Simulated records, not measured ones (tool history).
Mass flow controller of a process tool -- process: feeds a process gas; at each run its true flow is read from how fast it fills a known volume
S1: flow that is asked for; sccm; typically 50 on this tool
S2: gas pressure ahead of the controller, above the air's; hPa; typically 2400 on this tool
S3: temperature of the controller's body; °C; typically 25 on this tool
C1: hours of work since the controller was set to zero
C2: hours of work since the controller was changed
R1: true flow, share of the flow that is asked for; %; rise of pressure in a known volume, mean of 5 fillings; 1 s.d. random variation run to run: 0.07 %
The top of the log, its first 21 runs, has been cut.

run    hour   S1    S2  S3    C1    C2     R1
 22  2102.2   50  1610  25  1722  1722  96.08
 23  2191.1   50  1610  25  1780  1780  95.90
 24  2247.6   50  1610  25  1817  1817  95.67
 25  2347.0   50  1610  25  1882  1882  95.45
 26  2468.4   50  1610  20  1961  1961  94.94
 27  2571.7   50  1610  20  2029  2029  94.64
     2635.7  -- gauge calibrated
 28  2704.3   36  2400  31  2115  2115  98.25
 29  2800.7   50  2400  33  2178  2178  98.49
 30  2862.3   48  2670  25  2218  2218  97.99
 31  2958.0   33  2040  27  2281  2281  97.31
 32  3056.4   84  1690  22  2345  2345  98.33
 33  3191.7   50  2400  35  2434  2434  97.51
 34  3315.3   99  2400  25  2514  2514  98.30
 35  3378.9   99  2400  25  2556  2556  98.19
 36  3434.5   99  2400  25  2592  2592  97.92
 37  3510.3   99  2400  25  2642  2642  97.74
 38  3595.2  100  2400  37  2697  2697  98.04
 39  3685.6  100  2400  37  2756  2756  97.79
 40  3803.5  100  2400  37  2833  2833  97.51
 41  3892.3   23  2440  27  2891  2891  94.75

Run 42 comes next. What will it give?
 42  3952.0  23  2440  27  2930  2930   ?

For run 42 the tool returned R1 94.82 %.
Without the tool's hidden state the same run would have given R1 98.11 %.
